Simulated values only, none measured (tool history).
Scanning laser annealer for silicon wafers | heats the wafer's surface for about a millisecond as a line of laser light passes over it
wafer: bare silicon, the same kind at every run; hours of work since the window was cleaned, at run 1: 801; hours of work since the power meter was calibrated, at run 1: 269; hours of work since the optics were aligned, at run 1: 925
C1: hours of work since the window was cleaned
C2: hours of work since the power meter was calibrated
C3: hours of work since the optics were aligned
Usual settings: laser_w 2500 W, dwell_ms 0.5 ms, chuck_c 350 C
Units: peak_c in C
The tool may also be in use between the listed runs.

run 1 day=0 | laser_w=2500 dwell_ms=0.5 chuck_c=350 | C1=801 C2=269 C3=925 | peak_c=1028
run 2 day=2.633 | laser_w=2500 dwell_ms=0.43 chuck_c=350 | C1=829 C2=296 C3=952 | peak_c=983
run 3 day=3.846 | laser_w=2500 dwell_ms=0.43 chuck_c=350 | C1=841 C2=308 C3=964 | peak_c=979
run 4 day=5.733 | laser_w=2718 dwell_ms=0.5 chuck_c=350 | C1=861 C2=328 C3=984 | peak_c=1102
run 5 day=7.129 | laser_w=2500 dwell_ms=0.5 chuck_c=350 | C1=875 C2=342 C3=998 | peak_c=1022
run 6 day=8.808 | laser_w=2500 dwell_ms=0.5 chuck_c=325 | C1=892 C2=360 C3=1016 | peak_c=999
run 7 day=10.288 | laser_w=2500 dwell_ms=0.5 chuck_c=325 | C1=907 C2=375 C3=1031 | peak_c=996
run 8 day=12.267 | laser_w=2500 dwell_ms=0.5 chuck_c=325 | C1=928 C2=395 C3=1051 | peak_c=997
run 9 day=14.433 | laser_w=2500 dwell_ms=0.5 chuck_c=325 | C1=950 C2=417 C3=1074 | peak_c=997
-- day=15.512 window over the wafer cleaned
run 10 day=17.204 | laser_w=2500 dwell_ms=0.5 chuck_c=325 | C1=17 C2=445 C3=1101 | peak_c=981
run 11 day=19.654 | laser_w=2500 dwell_ms=0.5 chuck_c=350 | C1=43 C2=470 C3=1127 | peak_c=1005
run 12 day=21.429 | laser_w=2500 dwell_ms=0.5 chuck_c=350 | C1=61 C2=489 C3=1145 | peak_c=1005
run 13 day=23.617 | laser_w=2500 dwell_ms=0.578 chuck_c=350 | C1=84 C2=511 C3=1167 | peak_c=1052
-- day=24.992 window over the wafer cleaned, once more
run 14 day=25.979 | laser_w=2500 dwell_ms=0.578 chuck_c=350 | C1=10 C2=535 C3=1191 | peak_c=1111
run 15 day=27.45 | laser_w=2474 dwell_ms=0.5 chuck_c=350 | C1=25 C2=550 C3=1206 | peak_c=1046
run 16 day=28.729 | laser_w=2500 dwell_ms=0.5 chuck_c=350 | C1=39 C2=563 C3=1219 | peak_c=1058
run 17 day=30.692 | laser_w=2500 dwell_ms=0.5 chuck_c=348 | C1=59 C2=583 C3=1239 | peak_c=1054
run 18 day=31.942 | laser_w=2500 dwell_ms=0.5 chuck_c=328 | C1=72 C2=596 C3=1252 | peak_c=1038
run 19 day=33.379 | laser_w=2500 dwell_ms=0.5 chuck_c=328 | C1=86 C2=611 C3=1267 | peak_c=1033
run 20 day=35.004 | laser_w=2721 dwell_ms=0.5 chuck_c=350 | C1=103 C2=628 C3=1284 | peak_c=1139
run 21 day=36.817 | laser_w=2721 dwell_ms=0.5 chuck_c=350 | C1=122 C2=647 C3=1303 | peak_c=1139
run 22 day=39.2 | laser_w=2165 dwell_ms=0.409 chuck_c=364 | C1=146 C2=671 C3=1327 | peak_c=892
run 23 day=42.088 | laser_w=2588 dwell_ms=0.516 chuck_c=350 | C1=176 C2=701 C3=1357 | peak_c=1097
run 24 day=44.5 | laser_w=2743 dwell_ms=0.448 chuck_c=320 | C1=201 C2=726 C3=1382 | peak_c=1069
run 25 day=46.429 | laser_w=2500 dwell_ms=0.419 chuck_c=369 | C1=221 C2=746 C3=1402 | peak_c=1012
run 26 day=48.412 | laser_w=2500 dwell_ms=0.356 chuck_c=350 | C1=241 C2=766 C3=1422 | peak_c=945
run 27 day=50.858 | laser_w=2500 dwell_ms=0.356 chuck_c=350 | C1=267 C2=791 C3=1447 | peak_c=940
run 28 day=53.467 | laser_w=2500 dwell_ms=0.52 chuck_c=350 | C1=294 C2=818 C3=1474 | peak_c=1058
run 29 day=55.929 | laser_w=2500 dwell_ms=0.557 chuck_c=317 | C1=319 C2=844 C3=1500 | peak_c=1050
run 30 day=58.638 | laser_w=2453 dwell_ms=0.401 chuck_c=317 | C1=347 C2=872 C3=1528 | peak_c=929
run 31 day=61.254 | laser_w=2453 dwell_ms=0.401 chuck_c=317 | C1=374 C2=899 C3=1555 | peak_c=923
run 32 day=62.529 | laser_w=2444 dwell_ms=0.401 chuck_c=317 | C1=387 C2=912 C3=1568 | peak_c=921
run 33 day=65.375 | laser_w=2444 dwell_ms=0.401 chuck_c=372 | C1=416 C2=941 C3=1597 | peak_c=976
run 34 day=66.808 | laser_w=2500 dwell_ms=0.45 chuck_c=350 | C1=431 C2=956 C3=1612 | peak_c=1005
run 35 day=68.712 | laser_w=2500 dwell_ms=0.495 chuck_c=350 | C1=451 C2=975 C3=1632 | peak_c=1036
run 36 day=70.196 | laser_w=2144 dwell_ms=0.495 chuck_c=319 | C1=466 C2=991 C3=1647 | peak_c=878
run 37 day=72.217 | laser_w=2727 dwell_ms=0.5 chuck_c=362 | C1=487 C2=1012 C3=1668 | peak_c=1134
run 38 day=73.521 | laser_w=2449 dwell_ms=0.391 chuck_c=350 | C1=500 C2=1025 C3=1681 | peak_c=945
run 39 day=76.45 | laser_w=2570 dwell_ms=0.383 chuck_c=329 | C1=531 C2=1055 C3=1711 | peak_c=954
run 40 day=78.525 | laser_w=2570 dwell_ms=0.383 chuck_c=329 | C1=552 C2=1077 C3=1733 | peak_c=955

Forecast each of these 3 alternatives for the next run:
run A day=80.425 | laser_w=2736 dwell_ms=0.417 chuck_c=361 | C1=572 C2=1096 C3=1752 | peak_c=?
run B day=80.425 | laser_w=2284 dwell_ms=0.499 chuck_c=331 | C1=572 C2=1096 C3=1752 | peak_c=?
run C day=80.425 | laser_w=2500 dwell_ms=0.493 chuck_c=337 | C1=572 C2=1096 C3=1752 | peak_c=?

run=A peak_c=1069
run=B peak_c=941
run=C peak_c=1013
Without the tool's hidden state the same runs would have given:
run=A peak_c=1105
run=B peak_c=972
run=C peak_c=1048
